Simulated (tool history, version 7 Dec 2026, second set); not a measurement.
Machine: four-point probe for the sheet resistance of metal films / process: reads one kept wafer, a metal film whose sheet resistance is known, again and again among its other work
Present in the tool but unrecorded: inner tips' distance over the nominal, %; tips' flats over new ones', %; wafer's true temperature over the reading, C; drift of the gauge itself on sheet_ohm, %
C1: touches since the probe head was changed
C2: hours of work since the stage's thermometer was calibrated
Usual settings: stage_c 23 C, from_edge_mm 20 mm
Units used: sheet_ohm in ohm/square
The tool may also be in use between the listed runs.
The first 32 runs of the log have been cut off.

Run 33, day 21.850: usual settings but stage_c 21 C, from_edge_mm 3 mm; C1 63246; C2 442. Result: sheet_ohm 11.231241 ohm/square.
Run 34, day 22.642: usual settings but stage_c 28 C, from_edge_mm 16 mm; C1 64203; C2 454. Result: sheet_ohm 10.605035 ohm/square.
Run 35, day 23.633: usual settings but stage_c 20 C, from_edge_mm 51 mm; C1 65406; C2 469. Result: sheet_ohm 10.641104 ohm/square.
Run 36, day 24.379: usual settings but stage_c 25 C, from_edge_mm 29 mm; C1 66312; C2 480. Result: sheet_ohm 10.609254 ohm/square.
Run 37, day 25.321: usual settings but stage_c 25 C, from_edge_mm 29 mm; C1 67451; C2 494. Result: sheet_ohm 10.613009 ohm/square.
Run 38, day 25.833: usual settings but stage_c 27 C, from_edge_mm 5 mm; C1 68070; C2 502. Result: sheet_ohm 10.816376 ohm/square.
Run 39, day 26.383: usual settings but stage_c 22 C, from_edge_mm 6 mm; C1 68737; C2 510. Result: sheet_ohm 10.784485 ohm/square.
Run 40, day 27.325: usual settings but stage_c 20 C, from_edge_mm 4 mm; C1 69879; C2 524. Result: sheet_ohm 10.988437 ohm/square.

Below are 5 alternative next runs, each starting from the tool's condition after run 40. Predict each:
Run A, day 27.892: usual settings but stage_c 24 C; C1 70565; C2 532. Result: sheet_ohm ?.
Run B, day 27.892: usual settings but stage_c 26 C, from_edge_mm 6 mm; C1 70565; C2 532. Result: sheet_ohm ?.
Run C, day 27.892: usual settings but stage_c 20 C, from_edge_mm 44 mm; C1 70565; C2 532. Result: sheet_ohm ?.
Run D, day 27.892: usual settings but stage_c 28 C, from_edge_mm 12 mm; C1 70565; C2 532. Result: sheet_ohm ?.
Run E, day 27.892: usual settings but from_edge_mm 6 mm; C1 70565; C2 532. Result: sheet_ohm ?.

run  sheet_ohm
  A  10.627686
  B  10.758393
  C  10.647453
  D  10.624339
  E  10.777177
Without the tool's hidden state the same runs would have given:
run  sheet_ohm
  A  10.509377
  B  10.638776
  C  10.528860
  D  10.506140
  E  10.657311
